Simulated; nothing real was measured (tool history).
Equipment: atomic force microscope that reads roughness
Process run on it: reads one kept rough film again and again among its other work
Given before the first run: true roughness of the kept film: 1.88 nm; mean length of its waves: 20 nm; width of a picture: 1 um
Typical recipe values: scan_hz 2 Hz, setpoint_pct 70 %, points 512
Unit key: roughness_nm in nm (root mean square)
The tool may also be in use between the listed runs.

run,hour,scan_hz,setpoint_pct,points,roughness_nm
1,0,2,70,512,1.376
2,47.1,2,70,512,1.152
3,80.2,2,70,512,1.046
4,118.2,2,70,512,0.944
# hour 130.7: new tip fitted
5,169.2,2,70,512,1.202
6,204.8,2,70,512,1.076
7,229.6,2,84,512,0.873
# hour 266.4: new tip fitted
8,266.4,2,84,512,1.235
9,291.2,2,70,980,1.273
10,333.8,2,70,980,1.097
11,369.6,2,70,512,0.977
12,397.1,2,70,512,0.907
# hour 407.2: new tip fitted
13,434.8,2,70,512,1.247
14,468.1,2,70,512,1.119
15,493.4,2,70,512,1.044
16,524.8,2,70,512,0.946
# hour 544.8: new tip fitted
17,563.7,2,70,512,1.289
18,602.4,1.43,70,512,1.167
19,627.8,2,70,637,1.066
# hour 681.3: new tip fitted
20,681.3,1.17,70,512,1.45
# hour 687: height scale calibrated on a step standard
21,713,1.17,69,512,1.292
22,739.9,1.17,69,512,1.174
23,787.3,1.17,69,512,1.014
# hour 822.5: new tip fitted
# hour 832.6: height scale calibrated on a step standard, once more
24,840.8,0.74,66,512,1.442
25,878.9,0.74,66,512,1.234
26,918.7,2,70,818,1.018
27,947.3,3.3,55,512,0.982
# hour 959.7: new tip fitted
28,971.6,3.3,55,512,1.366
29,999.7,1.45,70,758,1.232
30,1039.9,0.6,86,748,1.107
31,1062,0.58,56,506,1.097
# hour 1096.1: new tip fitted
32,1113.9,2,70,559,1.281
33,1164.5,0.91,64,792,1.177
34,1192.8,1.62,70,512,0.998
35,1228.4,1.62,70,512,0.904
# hour 1233.3: new tip fitted
36,1273.4,3.11,59,609,1.24
37,1323.2,3.11,59,609,1.043
# hour 1372.9: new tip fitted
38,1376,3.11,59,609,1.41
39,1402.4,2,72,691,1.241
40,1426.8,0.77,70,383,1.22

Branching from run 40: 5 alternative next runs. What would each branch give?
A,1475.6,2,69,618,?
B,1475.6,3.25,70,512,?
C,1475.6,0.77,74,938,?
D,1475.6,3.91,70,675,?
E,1475.6,2.12,82,512,?

run,roughness_nm
A,1.004
B,0.936
C,1.05
D,0.909
E,0.892
Without the tool's unlogged condition, the same runs would have read:
run,roughness_nm
A,1.417
B,1.32
C,1.483
D,1.283
E,1.261

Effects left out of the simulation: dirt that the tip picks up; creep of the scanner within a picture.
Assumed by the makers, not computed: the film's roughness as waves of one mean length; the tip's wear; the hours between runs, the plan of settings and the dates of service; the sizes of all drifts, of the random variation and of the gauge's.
